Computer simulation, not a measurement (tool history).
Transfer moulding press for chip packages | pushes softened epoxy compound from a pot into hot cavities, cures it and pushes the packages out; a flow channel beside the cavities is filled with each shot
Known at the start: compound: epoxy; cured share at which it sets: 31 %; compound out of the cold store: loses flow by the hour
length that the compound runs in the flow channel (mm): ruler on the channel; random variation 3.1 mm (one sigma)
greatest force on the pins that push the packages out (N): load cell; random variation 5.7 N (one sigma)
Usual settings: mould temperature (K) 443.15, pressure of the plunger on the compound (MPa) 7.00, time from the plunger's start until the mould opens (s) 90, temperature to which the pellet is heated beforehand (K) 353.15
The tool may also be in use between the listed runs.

| run | hour | mould temperature (K) | pressure of the plunger on the compound (MPa) | time from the plunger's start until the mould opens (s) | temperature to which the pellet is heated beforehand (K) | incoming compound's hours out of the cold store | length that the compound runs in the flow channel (mm) | greatest force on the pins that push the packages out (N) |
|---|---|---|---|---|---|---|---|---|
| 1 | 0.0 | 443.15 | 7.00 | 90 | 353.15 | 18.2 | 717 | 327 |
|  | 10.8 | cavities cleaned with cleaning compound and waxed |
|  | 16.2 | plunger's sealing rings changed |
| 2 | 42.6 | 443.15 | 7.00 | 90 | 353.15 | 31.9 | 703 | 370 |
|  | 62.2 | cavities cleaned with cleaning compound and waxed |
| 3 | 83.1 | 450.15 | 7.00 | 90 | 353.15 | 31.4 | 683 | 223 |
|  | 110.5 | cavities cleaned with cleaning compound and waxed |
|  | 116.7 | cavities cleaned with cleaning compound and waxed, once more |
| 4 | 116.7 | 450.15 | 7.00 | 90 | 353.15 | 36.6 | 664 | 172 |
|  | 141.1 | mould's thermocouples calibrated |
|  | 169.5 | cavities cleaned with cleaning compound and waxed |
| 5 | 188.7 | 443.15 | 7.00 | 90 | 353.15 | 25.7 | 699 | 269 |
|  | 219.2 | cavities cleaned with cleaning compound and waxed |
|  | 245.2 | plunger's sealing rings changed |
| 6 | 245.2 | 443.15 | 7.00 | 90 | 353.15 | 11.2 | 771 | 293 |
|  | 273.1 | cavities cleaned with cleaning compound and waxed |
| 7 | 287.6 | 443.15 | 7.00 | 90 | 353.15 | 23.7 | 733 | 256 |
|  | 324.4 | cavities cleaned with cleaning compound and waxed |
| 8 | 351.2 | 443.15 | 7.00 | 90 | 351.15 | 33.0 | 691 | 281 |
|  | 372.9 | cavities cleaned with cleaning compound and waxed |
| 9 | 410.7 | 443.15 | 7.00 | 90 | 359.15 | 46.3 | 644 | 291 |
|  | 422.7 | cavities cleaned with cleaning compound and waxed |
|  | 471.9 | plunger's sealing rings changed |
|  | 473.4 | cavities cleaned with cleaning compound and waxed |
| 10 | 481.1 | 443.15 | 7.00 | 90 | 353.15 | 33.3 | 702 | 240 |
| 11 | 513.4 | 443.15 | 7.00 | 75 | 353.15 | 19.9 | 737 | 472 |
|  | 519.7 | cavities cleaned with cleaning compound and waxed |
|  | 567.3 | cavities cleaned with cleaning compound and waxed |
| 12 | 575.4 | 437.15 | 7.00 | 75 | 353.15 | 23.6 | 739 | 573 |
|  | 618.9 | cavities cleaned with cleaning compound and waxed |
| 13 | 645.0 | 437.15 | 7.00 | 120 | 353.15 | 23.0 | 726 | 259 |
|  | 666.5 | mould's thermocouples calibrated |
|  | 668.0 | cavities cleaned with cleaning compound and waxed |
|  | 700.0 | plunger's sealing rings changed |
| 14 | 700.0 | 440.15 | 5.63 | 130 | 343.15 | 38.2 | 622 | 225 |
|  | 717.7 | cavities cleaned with cleaning compound and waxed |
| 15 | 754.2 | 443.15 | 8.58 | 76 | 345.15 | 44.2 | 733 | 400 |
|  | 765.4 | cavities cleaned with cleaning compound and waxed |
| 16 | 793.7 | 438.15 | 8.59 | 103 | 344.15 | 16.8 | 830 | 305 |

The next listed run, before its measurement:
|  | 813.9 | cavities cleaned with cleaning compound and waxed |
| 17 | 827.4 | 439.15 | 7.13 | 104 | 359.15 | 32.1 | ? | ? |

{"run 17": {"length that the compound runs in the flow channel (mm)": 711, "greatest force on the pins that push the packages out (N)": 240}}
Without the tool's hidden state the same run would have given length that the compound runs in the flow channel (mm) 726, greatest force on the pins that push the packages out (N) 198.
